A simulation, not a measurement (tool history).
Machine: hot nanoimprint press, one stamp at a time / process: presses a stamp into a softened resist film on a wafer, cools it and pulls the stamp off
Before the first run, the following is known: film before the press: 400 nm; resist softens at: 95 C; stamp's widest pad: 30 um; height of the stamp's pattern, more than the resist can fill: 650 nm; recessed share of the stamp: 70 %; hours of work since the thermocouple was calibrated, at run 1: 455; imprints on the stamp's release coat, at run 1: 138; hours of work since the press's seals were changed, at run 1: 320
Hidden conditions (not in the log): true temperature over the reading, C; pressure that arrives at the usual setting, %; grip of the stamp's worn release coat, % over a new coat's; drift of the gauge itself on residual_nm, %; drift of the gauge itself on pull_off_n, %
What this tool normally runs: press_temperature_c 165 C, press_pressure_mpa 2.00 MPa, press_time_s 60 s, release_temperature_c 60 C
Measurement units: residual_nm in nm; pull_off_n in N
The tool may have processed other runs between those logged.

run,hour,press_temperature_c,press_pressure_mpa,press_time_s,release_temperature_c,hours of work since the thermocouple was calibrated,imprints on the stamp's release coat,hours of work since the press's seals were changed,residual_nm,pull_off_n
1,0.0,165,2.00,60,60,455,138,320,185.8,155
2,12.2,165,2.00,37,60,461,171,326,217.5,152
3,34.0,165,2.00,60,46,471,230,336,185.3,177
4,49.5,165,2.00,60,46,477,272,343,186.3,176
5,63.1,165,2.00,60,46,484,308,349,187.2,179
6,76.6,165,2.00,60,46,490,344,355,186.1,177
# hour 80.7: plate thermocouple calibrated
7,96.1,165,2.00,60,45,7,389,362,199.4,187
8,114.5,165,2.00,60,45,15,438,370,199.0,185
9,128.9,166,2.00,60,45,21,477,376,192.8,183
10,142.1,163,2.00,60,60,27,513,382,215.7,161
11,153.1,165,2.00,60,55,32,542,387,199.3,172
12,167.0,165,2.00,60,56,38,580,393,198.4,174
13,183.4,165,2.00,60,56,46,624,401,198.1,171
14,205.9,165,2.00,60,60,56,684,411,200.5,167
15,224.8,165,2.00,60,60,64,735,419,198.6,166
16,247.1,165,2.00,60,60,74,795,429,198.5,170
17,261.4,165,2.00,60,60,80,834,435,200.1,168
18,274.3,165,2.00,60,60,86,868,441,198.7,165
19,295.6,165,2.00,60,60,96,926,451,197.7,165
20,310.6,165,1.65,60,55,102,966,457,215.0,175
21,320.4,167,3.10,96,47,107,993,462,121.7,192
22,339.5,154,2.69,72,66,115,1044,470,245.1,163
23,356.2,165,1.95,60,60,123,1089,478,199.2,172
24,370.7,165,2.18,38,60,129,1128,484,216.2,175
25,390.3,165,2.18,38,60,138,1181,493,218.2,172
# hour 401.5: stamp cleaned and given a new release coat
26,414.1,165,2.18,38,60,146,34,501,218.7,154
27,434.9,165,2.20,95,62,155,89,510,161.9,151
28,455.2,165,2.20,95,62,164,144,519,159.0,156
29,474.1,162,2.00,42,60,172,195,527,242.7,159

Across each entry between runs, compare the hidden state at the last listed run before it with the hidden state at the first listed run after it:
Run 6 -> run 7: plate thermocouple calibrated (hour 80.7)
  true temperature over the reading, C: 2.16 -> 0.18; pressure that arrives at the usual setting, %: 97.53 -> 97.48; grip of the stamp's worn release coat, % over a new coat's: 3.2 -> 3.6
  measured value less the no-hidden-state value, residual_nm: -13.3 -> +1.2 nm; pull_off_n: +3 -> +6 N
Run 25 -> run 26: stamp cleaned and given a new release coat (hour 401.5)
  true temperature over the reading, C: 0.75 -> 0.79; pressure that arrives at the usual setting, %: 96.56 -> 96.5; grip of the stamp's worn release coat, % over a new coat's: 11 -> 0.3
  measured value less the no-hidden-state value, residual_nm: -1.8 -> -2.0 nm; pull_off_n: +16 -> -1 N
